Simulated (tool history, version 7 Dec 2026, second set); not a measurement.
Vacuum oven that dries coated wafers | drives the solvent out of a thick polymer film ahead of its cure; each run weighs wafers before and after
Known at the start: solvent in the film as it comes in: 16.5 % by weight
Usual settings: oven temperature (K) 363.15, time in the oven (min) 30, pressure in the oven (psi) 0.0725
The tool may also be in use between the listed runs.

{"run": 1, "day": 0.0, "oven temperature (K)": 363.15, "time in the oven (min)": 30, "pressure in the oven (psi)": 0.0725, "solvent left in the film (%)": 0.76}
{"run": 2, "day": 0.771, "oven temperature (K)": 363.15, "time in the oven (min)": 16, "pressure in the oven (psi)": 0.0725, "solvent left in the film (%)": 2.7}
{"run": 3, "day": 1.558, "oven temperature (K)": 363.15, "time in the oven (min)": 16, "pressure in the oven (psi)": 0.0725, "solvent left in the film (%)": 2.73}
{"run": 4, "day": 2.475, "oven temperature (K)": 371.15, "time in the oven (min)": 30, "pressure in the oven (psi)": 0.0725, "solvent left in the film (%)": 0.21}
{"run": 5, "day": 3.275, "oven temperature (K)": 363.15, "time in the oven (min)": 30, "pressure in the oven (psi)": 0.0454, "solvent left in the film (%)": 0.7}
{"run": 6, "day": 4.254, "oven temperature (K)": 363.15, "time in the oven (min)": 30, "pressure in the oven (psi)": 0.0725, "solvent left in the film (%)": 0.78}
{"run": 7, "day": 4.979, "oven temperature (K)": 363.15, "time in the oven (min)": 30, "pressure in the oven (psi)": 0.1878, "solvent left in the film (%)": 1}
{"run": 8, "day": 5.808, "oven temperature (K)": 363.15, "time in the oven (min)": 30, "pressure in the oven (psi)": 0.1878, "solvent left in the film (%)": 0.99}
{"run": 9, "day": 6.35, "oven temperature (K)": 363.15, "time in the oven (min)": 30, "pressure in the oven (psi)": 0.1878, "solvent left in the film (%)": 1}
{"run": 10, "day": 6.783, "oven temperature (K)": 363.15, "time in the oven (min)": 53, "pressure in the oven (psi)": 0.0725, "solvent left in the film (%)": 0.2}
{"run": 11, "day": 7.475, "oven temperature (K)": 363.15, "time in the oven (min)": 53, "pressure in the oven (psi)": 0.0725, "solvent left in the film (%)": 0.22}

The next listed run, before its measurement:
{"run": 12, "day": 7.946, "oven temperature (K)": 363.15, "time in the oven (min)": 30, "pressure in the oven (psi)": 0.0725, "solvent left in the film (%)": "?"}

{"run 12": {"solvent left in the film (%)": 0.78}}
Without the tool's hidden state the same run would have given solvent left in the film (%) 0.78.
